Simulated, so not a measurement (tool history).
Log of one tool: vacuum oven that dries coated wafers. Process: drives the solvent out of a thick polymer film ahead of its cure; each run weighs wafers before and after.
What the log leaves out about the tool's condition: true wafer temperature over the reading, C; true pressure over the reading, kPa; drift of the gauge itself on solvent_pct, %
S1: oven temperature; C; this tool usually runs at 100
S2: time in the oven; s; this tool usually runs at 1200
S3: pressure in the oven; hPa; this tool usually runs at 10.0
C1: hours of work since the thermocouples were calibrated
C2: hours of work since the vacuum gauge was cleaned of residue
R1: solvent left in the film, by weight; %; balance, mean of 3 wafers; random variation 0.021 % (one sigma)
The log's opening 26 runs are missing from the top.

run	hour	S1	S2	S3	C1	C2	R1
27	1609.7	100	1200	22.8	1216	2296	3.53
28	1661.8	94	1320	22.8	1248	2328	5.29
# hour 1686.4: oven's thermocouples calibrated
29	1730.2	94	1320	22.8	27	2369	5.05
30	1769.4	94	1320	22.8	51	2393	5.04
31	1829.5	94	1320	22.8	88	2430	5.06
32	1881.0	105	1440	6.1	120	2461	0.93
33	1960.2	87	1680	39.1	168	2510	7.78
34	2034.7	102	660	5.2	214	2556	4.76
35	2111.1	87	1260	10.7	261	2603	7.67
36	2154.8	99	1020	7.0	288	2629	3.79
37	2197.9	96	1860	7.9	314	2656	2.24
38	2247.2	96	1320	7.9	344	2686	3.68
39	2331.8	104	1320	7.9	396	2738	1.43
40	2396.6	100	1260	10.0	436	2778	2.65
41	2459.3	112	1140	8.8	475	2816	0.68
# hour 2473.7: vacuum gauge cleaned of residue and calibrated
42	2525.9	112	1140	14.7	515	32	0.73
43	2587.8	112	1140	12.5	553	70	0.66

5 ways to go on from here, each from the tool as it stands after run 43. What would each give?
A	2634.9	112	1500	12.5	582	99	?
B	2634.9	108	1140	29.9	582	99	?
C	2634.9	102	1860	20.1	582	99	?
D	2634.9	91	900	12.5	582	99	?
E	2634.9	112	780	12.5	582	99	?

run	R1
A	0.52
B	1.73
C	1.44
D	7.89
E	1.32
Stripped of hidden state, with their random variation kept, the same runs would have yielded:
run	R1
A	0.49
B	1.64
C	1.35
D	7.67
E	1.22
